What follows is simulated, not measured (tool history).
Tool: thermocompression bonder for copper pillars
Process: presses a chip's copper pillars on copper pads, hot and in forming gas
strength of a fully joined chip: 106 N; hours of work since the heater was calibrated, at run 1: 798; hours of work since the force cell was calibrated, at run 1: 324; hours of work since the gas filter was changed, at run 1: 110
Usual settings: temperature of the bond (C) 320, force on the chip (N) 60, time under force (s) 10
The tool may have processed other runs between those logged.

| run | hour | temperature of the bond (C) | force on the chip (N) | time under force (s) | hours of work since the heater was calibrated | hours of work since the force cell was calibrated | hours of work since the gas filter was changed | force that shears a chip off (N) |
|---|---|---|---|---|---|---|---|---|
| 1 | 0.0 | 320 | 60 | 10 | 798 | 324 | 110 | 78.0 |
| 2 | 9.6 | 320 | 60 | 10 | 805 | 330 | 117 | 77.8 |
| 3 | 18.4 | 320 | 60 | 5 | 811 | 337 | 123 | 64.5 |
|  | 23.1 | forming gas filter changed |
| 4 | 27.5 | 320 | 60 | 5 | 817 | 343 | 3 | 64.7 |
| 5 | 38.5 | 320 | 66 | 5 | 825 | 350 | 11 | 67.0 |
| 6 | 47.8 | 320 | 55 | 10 | 831 | 357 | 17 | 76.2 |
| 7 | 57.0 | 320 | 60 | 27 | 838 | 363 | 24 | 93.8 |
| 8 | 67.7 | 320 | 60 | 27 | 845 | 371 | 31 | 93.5 |
| 9 | 77.6 | 322 | 50 | 12 | 852 | 378 | 38 | 78.6 |
| 10 | 83.7 | 322 | 50 | 12 | 856 | 382 | 42 | 78.6 |
| 11 | 90.6 | 322 | 50 | 13 | 861 | 387 | 47 | 80.3 |
| 12 | 100.1 | 332 | 52 | 14 | 868 | 393 | 54 | 86.9 |
| 13 | 108.7 | 332 | 52 | 14 | 874 | 399 | 60 | 86.8 |
| 14 | 120.1 | 319 | 51 | 17 | 882 | 407 | 68 | 82.8 |
| 15 | 130.5 | 309 | 51 | 27 | 889 | 414 | 75 | 86.4 |

Here are 5 independent what-if runs from the current tool condition. What would each one return?
| A | 136.4 | 309 | 43 | 7 | 893 | 419 | 79 | ? |
| B | 136.4 | 320 | 44 | 10 | 893 | 419 | 79 | ? |
| C | 136.4 | 309 | 51 | 27 | 893 | 419 | 79 | ? |
| D | 136.4 | 324 | 88 | 28 | 893 | 419 | 79 | ? |
| E | 136.4 | 341 | 51 | 8 | 893 | 419 | 79 | ? |

| run | force that shears a chip off (N) |
|---|---|
| A | 57.9 |
| B | 71.4 |
| C | 87.4 |
| D | 100.3 |
| E | 79.7 |
With no hidden state in the tool, these same runs would have given:
| run | force that shears a chip off (N) |
|---|---|
| A | 57.9 |
| B | 71.4 |
| C | 87.4 |
| D | 100.4 |
| E | 79.8 |
